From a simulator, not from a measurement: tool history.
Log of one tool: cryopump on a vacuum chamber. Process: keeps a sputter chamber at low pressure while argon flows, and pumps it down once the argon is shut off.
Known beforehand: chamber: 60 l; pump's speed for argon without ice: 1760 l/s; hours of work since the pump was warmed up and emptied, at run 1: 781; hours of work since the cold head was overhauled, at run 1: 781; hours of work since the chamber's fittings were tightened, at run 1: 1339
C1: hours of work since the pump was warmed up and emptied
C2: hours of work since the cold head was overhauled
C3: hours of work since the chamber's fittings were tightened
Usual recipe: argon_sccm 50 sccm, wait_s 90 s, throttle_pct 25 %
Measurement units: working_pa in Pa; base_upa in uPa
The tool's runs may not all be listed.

Run 1, day 0: usual settings; C1 781; C2 781; C3 1339. Result: working_pa 0.2027 Pa, base_upa 2.18 uPa.
Run 2, day 1.642: usual settings; C1 806; C2 806; C3 1364. Result: working_pa 0.2047 Pa, base_upa 2.15 uPa.
Run 3, day 2.525: usual settings; C1 820; C2 820; C3 1378. Result: working_pa 0.2041 Pa, base_upa 2.2 uPa.
Run 4, day 3.304: usual settings; C1 832; C2 832; C3 1390. Result: working_pa 0.2044 Pa, base_upa 2.08 uPa.
Run 5, day 4.512: usual settings; C1 851; C2 851; C3 1409. Result: working_pa 0.2042 Pa, base_upa 2.16 uPa.
Run 6, day 5.712: usual settings; C1 870; C2 870; C3 1428. Result: working_pa 0.2047 Pa, base_upa 2.23 uPa.
Run 7, day 6.721: usual settings but argon_sccm 35 sccm; C1 886; C2 886; C3 1444. Result: working_pa 0.1442 Pa, base_upa 2.25 uPa.
Run 8, day 7.562: usual settings but argon_sccm 35 sccm; C1 899; C2 899; C3 1457. Result: working_pa 0.1431 Pa, base_upa 2.19 uPa.
Run 9, day 8.579: usual settings but argon_sccm 35 sccm, throttle_pct 48 %; C1 915; C2 915; C3 1473. Result: working_pa 0.0775 Pa, base_upa 2.28 uPa.
Run 10, day 10.179: usual settings; C1 940; C2 940; C3 1498. Result: working_pa 0.2043 Pa, base_upa 2.26 uPa.
Run 11, day 11.738: usual settings but argon_sccm 40 sccm, wait_s 245 s, throttle_pct 37 %; C1 964; C2 964; C3 1522. Result: working_pa 0.1136 Pa, base_upa 1.78 uPa.
Run 12, day 12.608: usual settings but argon_sccm 69 sccm, wait_s 109 s, throttle_pct 30 %; C1 978; C2 978; C3 1536. Result: working_pa 0.2408 Pa, base_upa 2.18 uPa.
Run 13, day 13.858: usual settings but argon_sccm 69 sccm, wait_s 109 s, throttle_pct 30 %; C1 997; C2 997; C3 1555. Result: working_pa 0.2407 Pa, base_upa 2.14 uPa.
Run 14, day 14.662: usual settings but argon_sccm 27 sccm; C1 1010; C2 1010; C3 1568. Result: working_pa 0.1111 Pa, base_upa 2.36 uPa.
Run 15, day 15.867: usual settings but wait_s 88 s, throttle_pct 21 %; C1 1028; C2 1028; C3 1586. Result: working_pa 0.2423 Pa, base_upa 2.52 uPa.
Run 16, day 17.004: usual settings but wait_s 88 s, throttle_pct 21 %; C1 1046; C2 1046; C3 1604. Result: working_pa 0.2442 Pa, base_upa 2.51 uPa.
Run 17, day 17.8: usual settings but wait_s 88 s, throttle_pct 21 %; C1 1059; C2 1059; C3 1617. Result: working_pa 0.2432 Pa, base_upa 2.52 uPa.
Run 18, day 19.404: usual settings but argon_sccm 21 sccm, throttle_pct 34 %; C1 1084; C2 1084; C3 1642. Result: working_pa 0.0655 Pa, base_upa 2.53 uPa.
Run 19, day 20.371: usual settings but argon_sccm 21 sccm, throttle_pct 34 %; C1 1099; C2 1099; C3 1657. Result: working_pa 0.0655 Pa, base_upa 2.45 uPa.

4 ways to go on from here, each from the tool as it stands after run 19. What would each give?
Run A, day 21.5: usual settings but argon_sccm 64 sccm; C1 1116; C2 1116; C3 1674. Result: working_pa ?, base_upa ?.
Run B, day 21.5: usual settings but throttle_pct 33 %; C1 1116; C2 1116; C3 1674. Result: working_pa ?, base_upa ?.
Run C, day 21.5: usual settings but argon_sccm 22 sccm, wait_s 29 s, throttle_pct 23 %; C1 1116; C2 1116; C3 1674. Result: working_pa ?, base_upa ?.
Run D, day 21.5: usual settings but argon_sccm 26 sccm, wait_s 58 s, throttle_pct 36 %; C1 1116; C2 1116; C3 1674. Result: working_pa ?, base_upa ?.

run  working_pa  base_upa
  A      0.2697      2.53
  B       0.163      2.56
  C      0.0992      4.38
  D      0.0781      3.01
Had the tool no hidden state, the same runs would have come out as:
run  working_pa  base_upa
  A      0.2489      1.04
  B      0.1468      1.06
  C      0.0921       2.9
  D      0.0697      1.54
